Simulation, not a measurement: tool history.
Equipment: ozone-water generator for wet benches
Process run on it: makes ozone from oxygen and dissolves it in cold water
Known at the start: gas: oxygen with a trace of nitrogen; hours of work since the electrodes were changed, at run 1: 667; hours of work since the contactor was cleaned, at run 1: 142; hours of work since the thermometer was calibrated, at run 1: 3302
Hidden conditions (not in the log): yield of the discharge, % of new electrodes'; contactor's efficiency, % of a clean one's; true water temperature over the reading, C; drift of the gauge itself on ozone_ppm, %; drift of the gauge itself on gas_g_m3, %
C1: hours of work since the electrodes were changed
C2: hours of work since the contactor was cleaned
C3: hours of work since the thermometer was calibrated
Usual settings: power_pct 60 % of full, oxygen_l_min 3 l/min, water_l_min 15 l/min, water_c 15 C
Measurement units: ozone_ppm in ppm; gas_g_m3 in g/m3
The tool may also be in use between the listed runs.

Run 1, day 0: usual settings; C1 667; C2 142; C3 3302. Result: ozone_ppm 19.2 ppm, gas_g_m3 215.7 g/m3.
Run 2, day 1.546: usual settings; C1 701; C2 176; C3 3336. Result: ozone_ppm 19.3 ppm, gas_g_m3 214.1 g/m3.
Run 3, day 3.567: usual settings; C1 746; C2 221; C3 3381. Result: ozone_ppm 19 ppm, gas_g_m3 214.2 g/m3.
Run 4, day 4.683: usual settings; C1 771; C2 245; C3 3405. Result: ozone_ppm 19.2 ppm, gas_g_m3 216.2 g/m3.
Run 5, day 6.488: usual settings; C1 810; C2 285; C3 3445. Result: ozone_ppm 18.8 ppm, gas_g_m3 215.3 g/m3.
Run 6, day 7.579: usual settings; C1 834; C2 309; C3 3469. Result: ozone_ppm 19.2 ppm, gas_g_m3 214.5 g/m3.
Run 7, day 9.042: usual settings but oxygen_l_min 2.62 l/min; C1 867; C2 342; C3 3501. Result: ozone_ppm 19.2 ppm, gas_g_m3 232.8 g/m3.
Run 8, day 10.4: usual settings; C1 897; C2 371; C3 3531. Result: ozone_ppm 19 ppm, gas_g_m3 213.5 g/m3.
Run 9, day 12.375: usual settings but oxygen_l_min 1.76 l/min; C1 940; C2 415; C3 3575. Result: ozone_ppm 18.4 ppm, gas_g_m3 302 g/m3.
Run 10, day 14.154: usual settings but oxygen_l_min 3.64 l/min; C1 979; C2 454; C3 3614. Result: ozone_ppm 18.8 ppm, gas_g_m3 191.4 g/m3.
Run 11, day 15.212: usual settings but oxygen_l_min 4.17 l/min; C1 1003; C2 477; C3 3637. Result: ozone_ppm 18.8 ppm, gas_g_m3 175.9 g/m3.
Run 12, day 16.542: usual settings but oxygen_l_min 4.17 l/min; C1 1032; C2 507; C3 3667. Result: ozone_ppm 18.9 ppm, gas_g_m3 174.8 g/m3.
Run 13, day 17.542: usual settings but water_l_min 13 l/min; C1 1054; C2 529; C3 3689. Result: ozone_ppm 21.8 ppm, gas_g_m3 216.1 g/m3.
Run 14, day 19.125: usual settings but water_l_min 13 l/min; C1 1089; C2 564; C3 3724. Result: ozone_ppm 22.1 ppm, gas_g_m3 213.4 g/m3.
Run 15, day 20.696: usual settings but water_l_min 13 l/min; C1 1124; C2 598; C3 3758. Result: ozone_ppm 21.7 ppm, gas_g_m3 212.3 g/m3.
Run 16, day 22.142: usual settings but power_pct 50 % of full, oxygen_l_min 2.76 l/min, water_l_min 23 l/min, water_c 16 C; C1 1155; C2 630; C3 3790. Result: ozone_ppm 10.4 ppm, gas_g_m3 198.1 g/m3.
Run 17, day 24.308: usual settings but power_pct 76 % of full, oxygen_l_min 2.76 l/min, water_l_min 23 l/min, water_c 7 C; C1 1203; C2 678; C3 3838. Result: ozone_ppm 14.4 ppm, gas_g_m3 260.6 g/m3.
Run 18, day 25.467: usual settings but power_pct 75 % of full, oxygen_l_min 2.92 l/min, water_l_min 23 l/min, water_c 7 C; C1 1229; C2 703; C3 3863. Result: ozone_ppm 14.5 ppm, gas_g_m3 249.5 g/m3.
Run 19, day 26.775: usual settings but power_pct 55 % of full, water_l_min 19 l/min; C1 1257; C2 732; C3 3892. Result: ozone_ppm 13.8 ppm, gas_g_m3 199.7 g/m3.
At day 27.042: contactor cleaned.
Run 20, day 28.683: usual settings but power_pct 55 % of full, water_l_min 19 l/min; C1 1296; C2 36; C3 3931. Result: ozone_ppm 13.9 ppm, gas_g_m3 201.8 g/m3.
Run 21, day 29.638: usual settings but power_pct 48 % of full, oxygen_l_min 3.55 l/min, water_c 13 C; C1 1317; C2 57; C3 3952. Result: ozone_ppm 16.7 ppm, gas_g_m3 166.2 g/m3.
Run 22, day 31.329: usual settings but power_pct 48 % of full, oxygen_l_min 4.14 l/min, water_c 13 C; C1 1354; C2 95; C3 3989. Result: ozone_ppm 16.8 ppm, gas_g_m3 150.7 g/m3.
Run 23, day 32.704: usual settings but power_pct 52 % of full, oxygen_l_min 1.68 l/min, water_l_min 18 l/min, water_c 7 C; C1 1384; C2 125; C3 4019. Result: ozone_ppm 13.8 ppm, gas_g_m3 280.7 g/m3.
Run 24, day 34.842: usual settings but power_pct 41 % of full, oxygen_l_min 3.24 l/min, water_c 13 C; C1 1432; C2 172; C3 4066. Result: ozone_ppm 15.1 ppm, gas_g_m3 158.5 g/m3.
Run 25, day 36.983: usual settings but power_pct 64 % of full, oxygen_l_min 3.95 l/min, water_c 13 C; C1 1479; C2 219; C3 4113. Result: ozone_ppm 19.7 ppm, gas_g_m3 184.5 g/m3.
At day 38.675: contactor cleaned, once more.
Run 26, day 38.692: usual settings but power_pct 64 % of full, oxygen_l_min 3.03 l/min, water_l_min 14 l/min, water_c 9 C; C1 1513; C2 0; C3 4148. Result: ozone_ppm 22.5 ppm, gas_g_m3 218.8 g/m3.

3 options for the next run, each taken on its own from the tool as it stands now. Forecast them:
Run A, day 40.358: usual settings but power_pct 57 % of full; C1 1550; C2 37; C3 4184. Result: ozone_ppm ?, gas_g_m3 ?.
Run B, day 40.358: usual settings but power_pct 64 % of full, oxygen_l_min 3.09 l/min, water_l_min 14 l/min, water_c 9 C; C1 1550; C2 37; C3 4184. Result: ozone_ppm ?, gas_g_m3 ?.
Run C, day 40.358: usual settings but power_pct 67 % of full, oxygen_l_min 2.75 l/min, water_c 16 C; C1 1550; C2 37; C3 4184. Result: ozone_ppm ?, gas_g_m3 ?.

run  ozone_ppm  gas_g_m3
  A       18.4     205.7
  B       22.4     216.1
  C       19.8     241.2
With no hidden state in the tool, these same runs would have given:
run  ozone_ppm  gas_g_m3
  A       19.1       213
  B       23.4     224.4
  C       20.7     250.8
